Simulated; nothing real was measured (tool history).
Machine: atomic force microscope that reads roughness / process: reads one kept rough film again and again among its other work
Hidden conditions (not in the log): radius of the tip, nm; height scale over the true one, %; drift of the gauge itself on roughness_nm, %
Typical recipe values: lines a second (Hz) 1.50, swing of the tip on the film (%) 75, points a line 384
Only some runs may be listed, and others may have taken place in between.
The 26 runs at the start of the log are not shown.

run,hour,lines a second (Hz),swing of the tip on the film (%),points a line,pictures with this tip,hours of work since the height scale was calibrated,roughness of the kept film (nm (root mean square))
27,332.2,3.22,62,897,249,391,4.595
28,350.8,0.57,81,961,273,403,4.754
29,361.0,1.46,75,563,286,411,4.597
30,377.6,1.46,75,389,308,422,4.554
31,385.8,1.21,75,273,319,428,4.588
32,400.9,2.77,68,384,338,438,4.447
# hour 413.0: new tip fitted
33,413.0,2.77,68,384,0,446,4.730
34,423.3,2.10,80,357,14,453,4.541
35,432.5,0.86,69,376,26,460,5.014
36,442.0,2.13,75,786,38,466,4.667
37,458.2,0.94,78,910,59,477,4.884
38,469.5,1.17,57,910,74,485,5.010

Alternative continuations, all from the tool just after run 38; predict every row:
A,478.9,1.17,71,881,86,492,?
B,478.9,1.15,57,910,86,492,?
C,478.9,3.01,57,770,86,492,?

run,roughness of the kept film (nm (root mean square))
A,4.865
B,5.032
C,4.834
Had the tool no hidden state, the same runs would have come out as:
run,roughness of the kept film (nm (root mean square))
A,4.967
B,5.137
C,4.935
